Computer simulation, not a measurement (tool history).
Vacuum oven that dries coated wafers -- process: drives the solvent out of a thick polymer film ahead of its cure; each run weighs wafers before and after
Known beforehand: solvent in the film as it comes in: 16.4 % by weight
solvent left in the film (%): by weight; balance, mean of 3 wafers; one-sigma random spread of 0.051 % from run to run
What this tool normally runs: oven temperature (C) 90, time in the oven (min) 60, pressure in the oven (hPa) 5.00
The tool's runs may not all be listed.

run 1 hour=0.0 | oven_temperature_(C)=90 time_in_the_oven_(min)=60 pressure_in_the_oven_(hPa)=5.00 | solvent_left_in_the_film_(%)=1.26
run 2 hour=30.7 | oven_temperature_(C)=90 time_in_the_oven_(min)=60 pressure_in_the_oven_(hPa)=3.67 | solvent_left_in_the_film_(%)=1.04
run 3 hour=58.3 | oven_temperature_(C)=90 time_in_the_oven_(min)=60 pressure_in_the_oven_(hPa)=3.67 | solvent_left_in_the_film_(%)=1.03
run 4 hour=107.6 | oven_temperature_(C)=90 time_in_the_oven_(min)=60 pressure_in_the_oven_(hPa)=5.00 | solvent_left_in_the_film_(%)=1.24
run 5 hour=155.2 | oven_temperature_(C)=90 time_in_the_oven_(min)=60 pressure_in_the_oven_(hPa)=5.00 | solvent_left_in_the_film_(%)=1.28
-- hour=166.6 oven's thermocouples calibrated
run 6 hour=201.5 | oven_temperature_(C)=90 time_in_the_oven_(min)=60 pressure_in_the_oven_(hPa)=5.00 | solvent_left_in_the_film_(%)=1.50
run 7 hour=228.6 | oven_temperature_(C)=90 time_in_the_oven_(min)=60 pressure_in_the_oven_(hPa)=5.00 | solvent_left_in_the_film_(%)=1.55
run 8 hour=261.3 | oven_temperature_(C)=90 time_in_the_oven_(min)=60 pressure_in_the_oven_(hPa)=5.25 | solvent_left_in_the_film_(%)=1.59
run 9 hour=281.3 | oven_temperature_(C)=90 time_in_the_oven_(min)=60 pressure_in_the_oven_(hPa)=5.25 | solvent_left_in_the_film_(%)=1.56
run 10 hour=328.3 | oven_temperature_(C)=90 time_in_the_oven_(min)=60 pressure_in_the_oven_(hPa)=5.00 | solvent_left_in_the_film_(%)=1.59
run 11 hour=353.7 | oven_temperature_(C)=90 time_in_the_oven_(min)=60 pressure_in_the_oven_(hPa)=5.00 | solvent_left_in_the_film_(%)=1.53
run 12 hour=400.6 | oven_temperature_(C)=79 time_in_the_oven_(min)=60 pressure_in_the_oven_(hPa)=5.00 | solvent_left_in_the_film_(%)=3.33
run 13 hour=432.2 | oven_temperature_(C)=80 time_in_the_oven_(min)=60 pressure_in_the_oven_(hPa)=5.00 | solvent_left_in_the_film_(%)=3.31
run 14 hour=480.4 | oven_temperature_(C)=80 time_in_the_oven_(min)=60 pressure_in_the_oven_(hPa)=7.83 | solvent_left_in_the_film_(%)=3.63
run 15 hour=512.8 | oven_temperature_(C)=83 time_in_the_oven_(min)=60 pressure_in_the_oven_(hPa)=3.62 | solvent_left_in_the_film_(%)=2.36
run 16 hour=546.5 | oven_temperature_(C)=87 time_in_the_oven_(min)=76 pressure_in_the_oven_(hPa)=4.24 | solvent_left_in_the_film_(%)=1.49
run 17 hour=585.9 | oven_temperature_(C)=87 time_in_the_oven_(min)=76 pressure_in_the_oven_(hPa)=4.24 | solvent_left_in_the_film_(%)=1.52
run 18 hour=620.4 | oven_temperature_(C)=87 time_in_the_oven_(min)=76 pressure_in_the_oven_(hPa)=4.24 | solvent_left_in_the_film_(%)=1.55
run 19 hour=648.1 | oven_temperature_(C)=85 time_in_the_oven_(min)=96 pressure_in_the_oven_(hPa)=6.32 | solvent_left_in_the_film_(%)=1.88
run 20 hour=672.4 | oven_temperature_(C)=85 time_in_the_oven_(min)=85 pressure_in_the_oven_(hPa)=16.46 | solvent_left_in_the_film_(%)=3.52
run 21 hour=707.6 | oven_temperature_(C)=76 time_in_the_oven_(min)=104 pressure_in_the_oven_(hPa)=5.00 | solvent_left_in_the_film_(%)=2.66
run 22 hour=728.9 | oven_temperature_(C)=81 time_in_the_oven_(min)=64 pressure_in_the_oven_(hPa)=5.08 | solvent_left_in_the_film_(%)=2.87
run 23 hour=777.0 | oven_temperature_(C)=81 time_in_the_oven_(min)=64 pressure_in_the_oven_(hPa)=5.08 | solvent_left_in_the_film_(%)=2.98
run 24 hour=823.8 | oven_temperature_(C)=90 time_in_the_oven_(min)=60 pressure_in_the_oven_(hPa)=3.13 | solvent_left_in_the_film_(%)=1.39

Subtracting, for every run, the result it would have given without the tool's unlogged condition from the measured result gives the following. The same run-to-run variation enters both numbers; the gauge's scatter may not:
Hidden state present: true wafer temperature over the reading, C; true pressure over the reading, kPa; drift of the gauge itself on solvent_pct, %.
run=1 solvent_left_in_the_film_(%)=+0.20
run=2 solvent_left_in_the_film_(%)=+0.20
run=3 solvent_left_in_the_film_(%)=+0.21
run=4 solvent_left_in_the_film_(%)=+0.21
run=5 solvent_left_in_the_film_(%)=+0.23
run=6 solvent_left_in_the_film_(%)=+0.47
run=7 solvent_left_in_the_film_(%)=+0.47
run=8 solvent_left_in_the_film_(%)=+0.48
run=9 solvent_left_in_the_film_(%)=+0.48
run=10 solvent_left_in_the_film_(%)=+0.49
run=11 solvent_left_in_the_film_(%)=+0.49
run=12 solvent_left_in_the_film_(%)=+0.71
run=13 solvent_left_in_the_film_(%)=+0.73
run=14 solvent_left_in_the_film_(%)=+0.72
run=15 solvent_left_in_the_film_(%)=+0.66
run=16 solvent_left_in_the_film_(%)=+0.59
run=17 solvent_left_in_the_film_(%)=+0.61
run=18 solvent_left_in_the_film_(%)=+0.61
run=19 solvent_left_in_the_film_(%)=+0.68
run=20 solvent_left_in_the_film_(%)=+0.67
run=21 solvent_left_in_the_film_(%)=+0.95
run=22 solvent_left_in_the_film_(%)=+0.74
run=23 solvent_left_in_the_film_(%)=+0.76
run=24 solvent_left_in_the_film_(%)=+0.59
